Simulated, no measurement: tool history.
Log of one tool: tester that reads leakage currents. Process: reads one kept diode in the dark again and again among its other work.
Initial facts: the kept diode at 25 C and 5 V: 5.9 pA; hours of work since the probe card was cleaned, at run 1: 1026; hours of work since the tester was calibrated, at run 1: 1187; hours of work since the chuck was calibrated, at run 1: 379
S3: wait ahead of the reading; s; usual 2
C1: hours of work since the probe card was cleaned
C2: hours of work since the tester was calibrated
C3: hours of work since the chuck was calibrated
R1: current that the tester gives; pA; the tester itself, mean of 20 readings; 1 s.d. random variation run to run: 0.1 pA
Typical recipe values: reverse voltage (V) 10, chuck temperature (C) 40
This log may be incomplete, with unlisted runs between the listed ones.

{"run": 1, "day": 0.0, "reverse voltage (V)": 10, "chuck temperature (C)": 40, "S3": 2, "C1": 1026, "C2": 1187, "C3": 379, "R1": 30.39}
{"run": 2, "day": 2.554, "reverse voltage (V)": 10, "chuck temperature (C)": 40, "S3": 2, "C1": 1054, "C2": 1215, "C3": 407, "R1": 30.15}
{"run": 3, "day": 4.442, "reverse voltage (V)": 10, "chuck temperature (C)": 40, "S3": 2, "C1": 1075, "C2": 1235, "C3": 428, "R1": 30.31}
{"run": 4, "day": 6.296, "reverse voltage (V)": 10, "chuck temperature (C)": 40, "S3": 2, "C1": 1095, "C2": 1256, "C3": 448, "R1": 30.54}
{"run": 5, "day": 9.462, "reverse voltage (V)": 10, "chuck temperature (C)": 31, "S3": 2, "C1": 1130, "C2": 1290, "C3": 482, "R1": 13.61}
{"run": 6, "day": 12.617, "reverse voltage (V)": 10, "chuck temperature (C)": 40, "S3": 2, "C1": 1164, "C2": 1324, "C3": 517, "R1": 30.52}

What will run 7 give?
{"run": 7, "day": 14.858, "reverse voltage (V)": 10, "chuck temperature (C)": 40, "S3": 2, "C1": 1188, "C2": 1349, "C3": 541, "R1": "?"}

{"run 7": {"R1": 30.24}}
On a tool with no hidden condition, and with the same random variation, this run would have come out at R1 30.24 pA.

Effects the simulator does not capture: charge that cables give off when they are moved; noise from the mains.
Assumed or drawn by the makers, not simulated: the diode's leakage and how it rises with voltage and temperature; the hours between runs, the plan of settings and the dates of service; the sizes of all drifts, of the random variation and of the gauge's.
